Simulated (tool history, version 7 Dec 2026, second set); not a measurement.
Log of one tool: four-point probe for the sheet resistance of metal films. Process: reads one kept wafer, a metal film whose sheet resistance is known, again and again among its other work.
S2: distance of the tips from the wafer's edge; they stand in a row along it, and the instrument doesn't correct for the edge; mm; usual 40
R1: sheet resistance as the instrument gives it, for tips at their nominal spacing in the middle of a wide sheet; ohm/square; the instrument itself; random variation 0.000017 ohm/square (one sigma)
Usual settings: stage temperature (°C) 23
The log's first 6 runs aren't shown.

Run 7, day 2.458: usual settings but stage temperature (°C) 24, S2 21 mm. Result: R1 0.086297 ohm/square.
Run 8, day 2.821: usual settings but stage temperature (°C) 24, S2 7 mm. Result: R1 0.086507 ohm/square.
Run 9, day 3.146: usual settings but stage temperature (°C) 24, S2 7 mm. Result: R1 0.086494 ohm/square.
Run 10, day 3.554: usual settings but stage temperature (°C) 24, S2 7 mm. Result: R1 0.086511 ohm/square.
Run 11, day 4.188: usual settings but stage temperature (°C) 24, S2 7 mm. Result: R1 0.086474 ohm/square.
Run 12, day 4.879: usual settings but stage temperature (°C) 24, S2 57 mm. Result: R1 0.086254 ohm/square.
Run 13, day 5.2: usual settings but stage temperature (°C) 24, S2 57 mm. Result: R1 0.086229 ohm/square.
Run 14, day 5.888: usual settings but stage temperature (°C) 19. Result: R1 0.086532 ohm/square.
Run 15, day 6.554: usual settings but stage temperature (°C) 19. Result: R1 0.086528 ohm/square.
Run 16, day 6.996: usual settings but stage temperature (°C) 19. Result: R1 0.08653 ohm/square.
Run 17, day 7.642: usual settings but stage temperature (°C) 19, S2 11 mm. Result: R1 0.086631 ohm/square.
Run 18, day 8.204: usual settings but stage temperature (°C) 19, S2 43 mm. Result: R1 0.086506 ohm/square.
Run 19, day 8.642: usual settings but stage temperature (°C) 19, S2 43 mm. Result: R1 0.086514 ohm/square.
Run 20, day 9.192: usual settings but stage temperature (°C) 22, S2 9 mm. Result: R1 0.08647 ohm/square.
Run 21, day 9.533: usual settings but stage temperature (°C) 27, S2 8 mm. Result: R1 0.086203 ohm/square.
Run 22, day 10.104: usual settings but stage temperature (°C) 27, S2 8 mm. Result: R1 0.086205 ohm/square.
Run 23, day 10.492: usual settings but stage temperature (°C) 27, S2 8 mm. Result: R1 0.086197 ohm/square.

Run 24 comes next. What will it give?
Run 24, day 10.888: usual settings but stage temperature (°C) 27, S2 8 mm. Result: R1 ?.

{"run 24": {"R1": 0.086209}}
Without the tool's hidden state the same run would have given R1 0.086768 ohm/square.

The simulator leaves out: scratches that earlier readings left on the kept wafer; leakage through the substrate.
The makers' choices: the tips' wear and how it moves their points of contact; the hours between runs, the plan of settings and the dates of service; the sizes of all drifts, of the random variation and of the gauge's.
